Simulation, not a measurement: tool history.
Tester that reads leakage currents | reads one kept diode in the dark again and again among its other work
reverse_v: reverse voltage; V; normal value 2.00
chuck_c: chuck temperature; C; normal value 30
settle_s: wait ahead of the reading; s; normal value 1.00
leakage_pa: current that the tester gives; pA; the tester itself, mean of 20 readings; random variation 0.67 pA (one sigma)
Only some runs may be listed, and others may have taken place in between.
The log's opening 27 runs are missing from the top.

Run 28, hour 3111.1: usual settings but reverse_v 5.53 V, chuck_c 33 C, settle_s 4.09 s. Result: leakage_pa 414.04 pA.
Run 29, hour 3269.6: usual settings but chuck_c 29 C, settle_s 9.49 s. Result: leakage_pa 222.86 pA.
Run 30, hour 3360.0: usual settings but reverse_v 16.36 V, chuck_c 54 C. Result: leakage_pa 2684.28 pA.
Run 31, hour 3454.2: usual settings but reverse_v 3.78 V, chuck_c 21 C, settle_s 0.74 s. Result: leakage_pa 144.91 pA.
Run 32, hour 3590.9: usual settings but reverse_v 13.18 V, chuck_c 22 C, settle_s 4.85 s. Result: leakage_pa 235.89 pA.
Run 33, hour 3676.0: usual settings but reverse_v 2.33 V, settle_s 0.90 s. Result: leakage_pa 258.46 pA.
Run 34, hour 3838.5: usual settings but reverse_v 5.70 V, settle_s 0.90 s. Result: leakage_pa 345.52 pA.
Run 35, hour 3907.9: usual settings but settle_s 1.91 s. Result: leakage_pa 247.65 pA.
Run 36, hour 3974.9: usual settings but reverse_v 2.77 V, chuck_c 22 C, settle_s 1.91 s. Result: leakage_pa 144.84 pA.
Run 37, hour 4049.4: usual settings but reverse_v 14.18 V, chuck_c 25 C, settle_s 1.39 s. Result: leakage_pa 316.89 pA.
Run 38, hour 4156.1: usual settings but settle_s 2.83 s. Result: leakage_pa 249.73 pA.
Run 39, hour 4278.4: usual settings but reverse_v 1.22 V. Result: leakage_pa 214.23 pA.
Run 40, hour 4384.8: usual settings but reverse_v 1.22 V. Result: leakage_pa 215.73 pA.
Run 41, hour 4458.3: usual settings but reverse_v 1.22 V. Result: leakage_pa 216.65 pA.

Here are 3 independent what-if runs from the current tool condition. What would each one return?
Run A, hour 4567.9: usual settings but reverse_v 4.82 V, chuck_c 52 C, settle_s 2.92 s. Result: leakage_pa ?.
Run B, hour 4567.9: usual settings but reverse_v 1.50 V, chuck_c 45 C, settle_s 3.91 s. Result: leakage_pa ?.
Run C, hour 4567.9: usual settings but reverse_v 4.23 V, chuck_c 48 C, settle_s 0.38 s. Result: leakage_pa ?.

run  leakage_pa
  A     1664.99
  B      713.52
  C     1211.55
Had the tool no hidden state, the same runs would have come out as:
run  leakage_pa
  A     1497.24
  B      639.52
  C     1086.27
